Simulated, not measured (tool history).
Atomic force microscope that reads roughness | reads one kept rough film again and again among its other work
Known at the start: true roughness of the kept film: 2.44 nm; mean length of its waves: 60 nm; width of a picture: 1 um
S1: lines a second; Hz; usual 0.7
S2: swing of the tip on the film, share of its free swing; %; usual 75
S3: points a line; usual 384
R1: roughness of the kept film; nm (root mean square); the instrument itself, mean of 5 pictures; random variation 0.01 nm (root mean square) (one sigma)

{"run": 1, "hour": 0.0, "S1": 0.7, "S2": 75, "S3": 384, "R1": 2.308}
{"hour": 21.0, "done": "new tip fitted"}
{"run": 2, "hour": 21.9, "S1": 1.323, "S2": 75, "S3": 384, "R1": 2.235}
{"run": 3, "hour": 33.0, "S1": 0.7, "S2": 61, "S3": 384, "R1": 2.354}
{"run": 4, "hour": 47.3, "S1": 0.7, "S2": 75, "S3": 384, "R1": 2.291}
{"hour": 50.1, "done": "new tip fitted"}
{"run": 5, "hour": 68.5, "S1": 0.7, "S2": 75, "S3": 384, "R1": 2.313}
{"hour": 78.9, "done": "new tip fitted"}
{"run": 6, "hour": 85.5, "S1": 0.7, "S2": 75, "S3": 384, "R1": 2.319}
{"run": 7, "hour": 96.3, "S1": 1.479, "S2": 75, "S3": 384, "R1": 2.222}
{"run": 8, "hour": 105.5, "S1": 1.073, "S2": 75, "S3": 384, "R1": 2.241}
{"hour": 107.7, "done": "new tip fitted"}
{"run": 9, "hour": 125.7, "S1": 0.642, "S2": 75, "S3": 384, "R1": 2.31}
{"run": 10, "hour": 135.0, "S1": 0.7, "S2": 75, "S3": 548, "R1": 2.297}
{"hour": 137.1, "done": "new tip fitted"}
{"run": 11, "hour": 153.7, "S1": 2, "S2": 75, "S3": 384, "R1": 2.144}
{"hour": 166.0, "done": "new tip fitted"}
{"run": 12, "hour": 166.0, "S1": 2, "S2": 75, "S3": 384, "R1": 2.142}
{"run": 13, "hour": 181.1, "S1": 1.565, "S2": 61, "S3": 384, "R1": 2.306}
{"hour": 195.3, "done": "new tip fitted"}
{"run": 14, "hour": 196.7, "S1": 2.575, "S2": 59, "S3": 394, "R1": 2.265}
{"run": 15, "hour": 210.8, "S1": 2.575, "S2": 56, "S3": 394, "R1": 2.285}
{"hour": 223.9, "done": "new tip fitted"}
{"run": 16, "hour": 226.7, "S1": 2.624, "S2": 75, "S3": 384, "R1": 2.092}

The next listed run, before its measurement:
{"run": 17, "hour": 242.0, "S1": 1.878, "S2": 79, "S3": 384, "R1": "?"}

R1: 2.113 nm (root mean square)
Without the tool's hidden state the same run would have given R1 2.117 nm (root mean square).

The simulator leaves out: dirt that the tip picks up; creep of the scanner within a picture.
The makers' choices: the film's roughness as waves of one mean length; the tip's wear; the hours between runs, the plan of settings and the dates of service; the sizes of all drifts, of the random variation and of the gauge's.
